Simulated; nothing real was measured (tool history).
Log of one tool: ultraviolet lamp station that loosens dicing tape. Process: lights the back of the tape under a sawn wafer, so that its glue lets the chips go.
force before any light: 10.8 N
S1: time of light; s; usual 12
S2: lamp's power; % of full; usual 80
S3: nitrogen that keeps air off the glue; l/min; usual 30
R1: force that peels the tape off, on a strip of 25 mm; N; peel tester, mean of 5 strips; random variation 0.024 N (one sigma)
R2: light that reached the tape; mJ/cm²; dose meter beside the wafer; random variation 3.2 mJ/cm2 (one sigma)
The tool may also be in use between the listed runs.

run,day,S1,S2,S3,R1,R2
1,0.000,12,80,30,1.484,442
2,0.862,12,80,30,1.499,449
3,1.825,12,68,30,1.967,373
4,2.279,12,68,30,2.027,377
5,2.850,12,68,30,1.996,372
6,3.483,12,68,30,2.003,375
7,4.133,12,80,30,1.509,436
8,5.079,10,80,30,2.144,362
9,5.592,12,68,30,2.111,369
10,6.450,12,80,30,1.649,425
11,7.312,12,80,30,1.661,425
12,8.108,12,82,30,1.545,434
13,8.800,12,80,31,1.596,423
14,9.538,12,80,31,1.627,422
15,10.458,9,74,30,2.992,292
16,11.183,12,100,42,0.848,526
17,11.967,7,72,9,5.853,220
18,12.475,10,79,32,2.321,341
19,12.950,7,65,38,4.204,193
20,13.392,7,65,38,4.082,194
21,14.200,7,83,34,3.347,247
22,14.925,20,65,18,1.414,545
23,15.562,12,70,30,2.229,356
24,16.221,13,95,43,0.873,516
25,16.758,11,79,30,2.119,361

Hidden state or all else? Some run-to-run changes of R1, split into what the settings, what came in and random variation would give without the hidden state, and what is left for the hidden state (with any gauge scatter that isn't in both results):
The hidden state here: lamp's light, % of a new lamp's; light that the window lets through, % of a clean one's; drift of the gauge itself on peel_n, %; drift of the gauge itself on dose_mj_cm2, %.
Run 15 -> 16: S1 9 -> 12, S2 74 -> 100, S3 30 -> 42. R1 -2.144 N: hidden state -0.345, all else -1.799.
Run 16 -> 17: S1 12 -> 7, S2 100 -> 72, S3 42 -> 9. R1 +5.005 N: hidden state +0.385, all else +4.620.
Run 17 -> 18: S1 7 -> 10, S2 72 -> 79, S3 9 -> 32. R1 -3.532 N: hidden state -0.072, all else -3.460.

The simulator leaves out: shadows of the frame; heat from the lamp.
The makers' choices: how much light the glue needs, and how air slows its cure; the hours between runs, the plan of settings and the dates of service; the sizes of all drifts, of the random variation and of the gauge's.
